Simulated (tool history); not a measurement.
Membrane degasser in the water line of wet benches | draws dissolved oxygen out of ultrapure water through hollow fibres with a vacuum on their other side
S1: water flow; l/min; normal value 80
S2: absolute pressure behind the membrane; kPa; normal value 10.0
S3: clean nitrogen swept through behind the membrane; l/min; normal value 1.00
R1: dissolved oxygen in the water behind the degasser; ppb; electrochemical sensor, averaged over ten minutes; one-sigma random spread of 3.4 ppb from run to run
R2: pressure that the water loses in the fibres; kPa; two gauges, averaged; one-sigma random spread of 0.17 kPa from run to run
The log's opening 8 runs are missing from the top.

run	day	S1	S2	S3	R1	R2
9	10.725	93	10.0	1.00	965.3	30.16
10	11.942	93	10.0	1.00	957.3	30.26
11	12.738	93	10.0	1.00	957.4	30.00
12	14.604	93	10.0	1.00	958.4	29.91
13	16.483	117	10.0	1.00	1104.7	37.59
14	17.596	117	10.0	1.00	1109.0	37.59
15	18.488	117	9.3	1.00	1014.8	38.11
16	20.050	117	9.3	1.00	1008.6	37.85
17	21.246	117	9.3	1.00	1005.7	38.01
18	23.121	117	9.3	1.00	1011.6	37.91
19	24.588	117	19.6	1.00	2298.2	37.64
20	26.208	60	19.6	1.21	1365.1	19.35
21	27.054	60	19.6	1.21	1359.4	19.61
22	28.042	60	19.6	1.21	1370.6	19.83
23	29.046	96	24.6	0.59	3275.5	30.88
24	30.579	96	24.6	0.59	3270.8	31.19
25	31.454	96	24.6	0.59	3282.9	31.19
26	33.379	121	6.2	1.00	567.6	39.17
27	34.879	121	6.2	1.00	571.0	39.45
# day 35.879: vacuum gauge calibrated
28	36.312	79	10.5	1.00	896.2	25.48
29	37.379	56	8.4	2.90	219.7	18.00
30	38.908	89	15.3	1.17	1390.9	29.04
31	40.842	89	15.3	1.17	1385.4	29.07

Predict each of these 4 candidate next runs independently; none follows another, all start after run 31:
A	41.762	80	13.2	1.00	?	?
B	41.762	102	14.0	0.54	?	?
C	41.762	96	15.3	1.17	?	?
D	41.762	102	7.9	1.51	?	?

run	R1	R2
A	1200.1	25.97
B	2043.1	33.20
C	1446.8	31.00
D	550.3	33.50
Without the tool's unlogged condition, the same runs would have read:
run	R1	R2
A	1203.2	25.58
B	2049.4	32.70
C	1449.2	30.54
D	551.7	33.01
